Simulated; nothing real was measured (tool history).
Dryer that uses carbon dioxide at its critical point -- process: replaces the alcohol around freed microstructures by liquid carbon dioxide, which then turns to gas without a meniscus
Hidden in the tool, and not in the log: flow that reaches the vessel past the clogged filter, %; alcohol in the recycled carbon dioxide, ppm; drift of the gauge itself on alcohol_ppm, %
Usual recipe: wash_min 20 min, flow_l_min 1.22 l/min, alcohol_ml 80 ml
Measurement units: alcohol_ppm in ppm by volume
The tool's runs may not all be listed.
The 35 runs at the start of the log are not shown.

run	hour	wash_min	flow_l_min	alcohol_ml	hours of work since the filter was changed	hours of work since the purifier's bed was changed	alcohol_ppm
36	399.9	12	0.76	53	414	282	1918
37	408.9	13	1.20	84	417	285	741
38	420.8	21	1.62	45	421	289	51
39	431.4	21	1.62	45	425	293	52
40	440.1	21	1.62	45	428	296	32
41	452.5	21	1.62	45	432	300	57
42	461.4	12	1.62	83	435	304	348
43	474.6	12	1.62	83	440	308	346
44	484.7	12	1.62	83	443	312	360

5 options for the next run, each taken on its own from the tool as it stands now. Forecast them:
A	498.3	13	1.22	53	448	317	?
B	498.3	25	1.62	83	448	317	?
C	498.3	17	1.66	83	448	317	?
D	498.3	20	1.05	100	448	317	?
E	498.3	20	0.94	80	448	317	?

run	alcohol_ppm
A	489
B	48
C	94
D	312
E	393
With the hidden condition removed and each run's random variation left untouched, the same runs would have given:
run	alcohol_ppm
A	263
B	7
C	27
D	133
E	188
